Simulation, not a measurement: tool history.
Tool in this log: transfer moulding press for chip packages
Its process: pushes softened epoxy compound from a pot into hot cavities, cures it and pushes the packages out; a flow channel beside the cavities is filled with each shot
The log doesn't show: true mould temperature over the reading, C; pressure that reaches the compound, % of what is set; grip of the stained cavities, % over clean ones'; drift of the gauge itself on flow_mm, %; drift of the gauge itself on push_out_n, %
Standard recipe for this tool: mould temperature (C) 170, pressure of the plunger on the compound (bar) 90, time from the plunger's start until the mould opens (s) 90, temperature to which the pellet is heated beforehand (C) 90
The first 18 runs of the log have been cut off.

run	hour	mould temperature (C)	pressure of the plunger on the compound (bar)	time from the plunger's start until the mould opens (s)	temperature to which the pellet is heated beforehand (C)	hours of work since the mould's thermocouples were calibrated	shots since the plunger's rings were changed	shots since the cavities were cleaned	incoming compound's hours out of the cold store	length that the compound runs in the flow channel (mm)	greatest force on the pins that push the packages out (N)
19	140.3	172	96.7	75	90	117	343	154	8.8	891	1096
20	148.7	172	96.7	75	92	123	487	298	44.7	733	1099
21	158	172	96.7	75	92	131	645	456	26.2	806	1331
22	168.5	172	96.7	75	92	139	825	636	10.2	869	1483
# hour 171.1: cavities cleaned with cleaning compound and waxed
23	178.6	172	96.7	77	99	146	971	128	40.7	749	863
24	188.8	170	82.4	90	87	154	1146	303	34.9	712	919
25	195.6	170	90	81	90	159	1261	418	22	782	1216
26	203.9	170	90	81	90	166	1403	560	10.2	847	1334
27	208.9	170	90	99	90	170	1489	646	19	799	957
# hour 211.1: cavities cleaned with cleaning compound and waxed
28	218.8	170	90	99	90	177	1632	132	38.3	728	663
29	224.3	170	105.8	77	99	181	1726	226	29.1	810	1143
30	232.6	170	89.6	90	81	188	1867	367	22.2	787	1002

Alternative continuations, all from the tool just after run 30; predict every row:
A	243.2	170	89.6	90	91	196	2049	549	46.2	?	?
B	243.2	170	80.8	99	90	196	2049	549	46.4	?	?
C	243.2	170	89.6	105	94	196	2049	549	16	?	?

run	length that the compound runs in the flow channel (mm)	greatest force on the pins that push the packages out (N)
A	693	998
B	655	885
C	796	912
Without the tool's hidden state the same runs would have given:
run	length that the compound runs in the flow channel (mm)	greatest force on the pins that push the packages out (N)
A	715	551
B	676	485
C	821	506
